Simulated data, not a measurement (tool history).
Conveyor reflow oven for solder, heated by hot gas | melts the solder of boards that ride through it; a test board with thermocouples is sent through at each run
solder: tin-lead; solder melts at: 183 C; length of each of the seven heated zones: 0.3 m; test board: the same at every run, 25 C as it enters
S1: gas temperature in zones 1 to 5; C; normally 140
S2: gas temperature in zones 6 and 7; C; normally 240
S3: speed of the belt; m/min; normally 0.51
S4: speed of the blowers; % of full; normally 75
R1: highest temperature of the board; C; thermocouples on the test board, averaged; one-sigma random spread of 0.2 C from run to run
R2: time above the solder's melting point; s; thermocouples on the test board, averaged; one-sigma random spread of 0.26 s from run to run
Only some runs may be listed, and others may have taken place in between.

run   hour   S1   S2     S3  S4     R1    R2
  1      0  140  240   0.51  75  226.2  59.6
  2   19.8  140  240   0.51  75  225.9  59.6
  3   39.2  140  238   0.51  75  224.2  58.5
  4   55.5  140  240   0.51  75  225.2  59.8
  5   72.6  140  240   0.51  75  225.5  59.6
  6   88.5  140  240   0.51  75  225.5  59.4
  7  108.4  140  240   0.51  75  225.6  59.8
  8    118  140  240   0.51  75  225.9  59.6
  9  131.3  140  240   0.51  75  225.6  59.5
 10  148.6  140  240   0.51  75  225.7  59.7
 11  161.6  140  240   0.51  75  225.8  59.8
 12  177.7  140  240  0.511  75  225.3  59.4
 13    190  140  240   0.51  75  225.6  59.8
 14  207.4  140  240   0.51  81    227  60.8
 15  224.2  140  240   0.51  75  225.7  59.4
 16  240.9  140  240   0.51  75  225.8  59.8
 17    251  140  240  0.475  75  227.3  65.1
 18  261.5  140  240  0.475  75  227.1    65
 19    277  131  240   0.51  59  218.7  52.1
 20  286.6  140  235   0.51  71  219.4    56
 21  301.6  140  235   0.51  71  219.3  56.5
 22  312.8  140  239   0.51  83  226.1  60.4
 23  330.4  140  239   0.51  83  226.2  60.3
 24  344.2  140  229  0.544  83  215.6  50.3
 25  358.7  140  240  0.431  75  229.5  73.6
 26  379.4  140  238  0.478  75  224.9  64.8
 27  390.1  128  238  0.478  75  223.4  59.7
 28  402.7  137  240  0.514  81  226.1  58.4
 29  411.4  153  248  0.574  62  226.5    57
 30  429.2  145  228   0.51  75  215.1  55.6

Some steps in R1 between neighbouring runs. How much of each would the tool show without its hidden state too (settings, what came in, random variation), and how much is left for the hidden state, with any gauge scatter that isn't in both results?
Hidden conditions of the tool in this case: heat that the gas passes to the board, % of a clean oven's; belt's true speed, % of the reading; true gas temperature in zones 6 and 7 over the reading, C; drift of the gauge itself on peak_c, C; drift of the gauge itself on liquid_s, %.
Run 18 -> 19: S1 140 -> 131, S3 0.475 -> 0.51, S4 75 -> 59. R1 -8.4 C: hidden state +0.2, all else -8.6.
Run 19 -> 20: S1 131 -> 140, S2 240 -> 235, S4 59 -> 71. R1 +0.7 C: hidden state -0.2, all else +0.9.
Run 23 -> 24: S2 239 -> 229, S3 0.51 -> 0.544. R1 -10.6 C: hidden state +0.1, all else -10.7.
Run 24 -> 25: S2 229 -> 240, S3 0.544 -> 0.431, S4 83 -> 75. R1 +13.9 C: hidden state +0, all else +13.9.
Run 28 -> 29: S1 137 -> 153, S2 240 -> 248, S3 0.514 -> 0.574, S4 81 -> 62. R1 +0.4 C: hidden state +0.2, all else +0.2.
Run 29 -> 30: S1 153 -> 145, S2 248 -> 228, S3 0.574 -> 0.51, S4 62 -> 75. R1 -11.4 C: hidden state -0.1, all else -11.3.
